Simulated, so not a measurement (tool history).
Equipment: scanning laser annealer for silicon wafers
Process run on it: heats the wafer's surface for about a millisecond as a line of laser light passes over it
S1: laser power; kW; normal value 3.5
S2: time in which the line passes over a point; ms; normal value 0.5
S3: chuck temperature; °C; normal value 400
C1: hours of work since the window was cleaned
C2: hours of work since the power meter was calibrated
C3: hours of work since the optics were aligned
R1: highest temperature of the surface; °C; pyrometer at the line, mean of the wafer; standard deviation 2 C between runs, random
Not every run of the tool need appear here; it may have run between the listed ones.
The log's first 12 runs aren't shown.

run,hour,S1,S2,S3,C1,C2,C3,R1
13,438.8,3.5,0.5,400,373,685,719,1225
14,481.6,3.5,0.37,400,398,710,744,1101
15,505.8,3.5,0.37,400,413,724,758,1094
16,543.7,3.448,0.432,372,435,747,780,1121
17,578.4,3.522,0.49,434,455,767,801,1257
# hour 586.1: window over the wafer cleaned
18,624.2,3.792,0.577,439,22,793,826,1455
# hour 632.1: optics aligned, line set to its width
19,678.8,3.114,0.369,382,51,822,27,995
20,712.2,3.5,0.505,430,71,841,47,1281
21,750.5,3.22,0.375,435,94,864,69,1079
22,774.8,3.563,0.5,376,108,878,84,1238
# hour 787.9: optics aligned, line set to its width, once more
23,836.4,3.563,0.5,376,141,911,28,1240
24,878.9,3.64,0.5,376,166,936,53,1264
25,911.3,3.64,0.5,376,185,955,72,1260
26,935.1,3.64,0.5,376,199,969,86,1262

What does the tool deliver on the next run?
27,966.6,3.818,0.366,395,217,988,105,?

{"run 27": {"R1": 1184}}
Minus the tool's unlogged condition, the same run would have read R1 1191 °C.

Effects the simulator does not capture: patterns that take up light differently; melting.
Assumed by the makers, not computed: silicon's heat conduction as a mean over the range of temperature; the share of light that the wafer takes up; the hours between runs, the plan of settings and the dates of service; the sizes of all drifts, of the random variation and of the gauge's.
